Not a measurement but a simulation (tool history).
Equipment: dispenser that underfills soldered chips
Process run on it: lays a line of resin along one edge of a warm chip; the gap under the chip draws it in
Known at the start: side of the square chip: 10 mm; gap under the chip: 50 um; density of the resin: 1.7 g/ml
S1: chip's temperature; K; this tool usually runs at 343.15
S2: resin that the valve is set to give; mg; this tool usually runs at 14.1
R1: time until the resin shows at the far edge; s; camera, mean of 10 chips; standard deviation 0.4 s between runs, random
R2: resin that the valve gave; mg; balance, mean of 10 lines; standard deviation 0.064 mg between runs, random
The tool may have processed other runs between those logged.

{"run": 1, "hour": 0.0, "S1": 343.15, "S2": 14.1, "R1": 29.1, "R2": 13.94}
{"hour": 5.4, "done": "new syringe of resin"}
{"run": 2, "hour": 6.9, "S1": 343.15, "S2": 14.1, "R1": 27.5, "R2": 13.71}
{"hour": 13.7, "done": "new syringe of resin"}
{"run": 3, "hour": 13.7, "S1": 343.15, "S2": 14.1, "R1": 27.7, "R2": 13.69}
{"run": 4, "hour": 18.2, "S1": 343.15, "S2": 14.1, "R1": 30.5, "R2": 13.6}
{"hour": 21.5, "done": "new syringe of resin"}
{"run": 5, "hour": 26.3, "S1": 335.15, "S2": 14.1, "R1": 42.3, "R2": 13.65}
{"hour": 29.6, "done": "new syringe of resin"}
{"run": 6, "hour": 30.8, "S1": 343.15, "S2": 14.1, "R1": 28.1, "R2": 13.53}
{"hour": 37.4, "done": "new syringe of resin"}
{"run": 7, "hour": 37.4, "S1": 343.15, "S2": 14.1, "R1": 28.0, "R2": 13.56}
{"hour": 39.6, "done": "dispensing valve cleaned and set on the balance"}
{"run": 8, "hour": 43.4, "S1": 355.15, "S2": 14.1, "R1": 20.2, "R2": 14.13}
{"hour": 46.1, "done": "new syringe of resin"}
{"run": 9, "hour": 50.2, "S1": 355.15, "S2": 14.1, "R1": 19.9, "R2": 14.14}
{"hour": 54.1, "done": "new syringe of resin"}
{"run": 10, "hour": 54.8, "S1": 343.15, "S2": 13.6, "R1": 27.9, "R2": 13.55}
{"run": 11, "hour": 60.5, "S1": 343.15, "S2": 13.6, "R1": 32.4, "R2": 13.56}
{"hour": 62.1, "done": "new syringe of resin"}
{"run": 12, "hour": 66.3, "S1": 343.15, "S2": 13.6, "R1": 30.7, "R2": 13.56}
{"hour": 70.1, "done": "new syringe of resin"}
{"run": 13, "hour": 72.7, "S1": 343.15, "S2": 13.6, "R1": 30.2, "R2": 13.49}
{"hour": 78.2, "done": "new syringe of resin"}
{"run": 14, "hour": 80.0, "S1": 343.15, "S2": 14.1, "R1": 28.5, "R2": 13.93}
{"hour": 86.1, "done": "new syringe of resin"}
{"run": 15, "hour": 88.0, "S1": 343.15, "S2": 14.1, "R1": 29.8, "R2": 13.94}
{"hour": 94.0, "done": "new syringe of resin"}
{"run": 16, "hour": 95.5, "S1": 343.15, "S2": 14.1, "R1": 28.7, "R2": 13.81}
{"run": 17, "hour": 99.4, "S1": 343.15, "S2": 13.8, "R1": 31.8, "R2": 13.48}

What does the tool deliver on the next run?
{"hour": 102.1, "done": "new syringe of resin"}
{"run": 18, "hour": 106.9, "S1": 350.15, "S2": 14.7, "R1": "?", "R2": "?"}

R1: 24.1 s
R2: 14.40 mg
On a tool with no hidden condition, and with the same random variation, this run would have come out at R1 20.1 s, R2 14.77 mg.
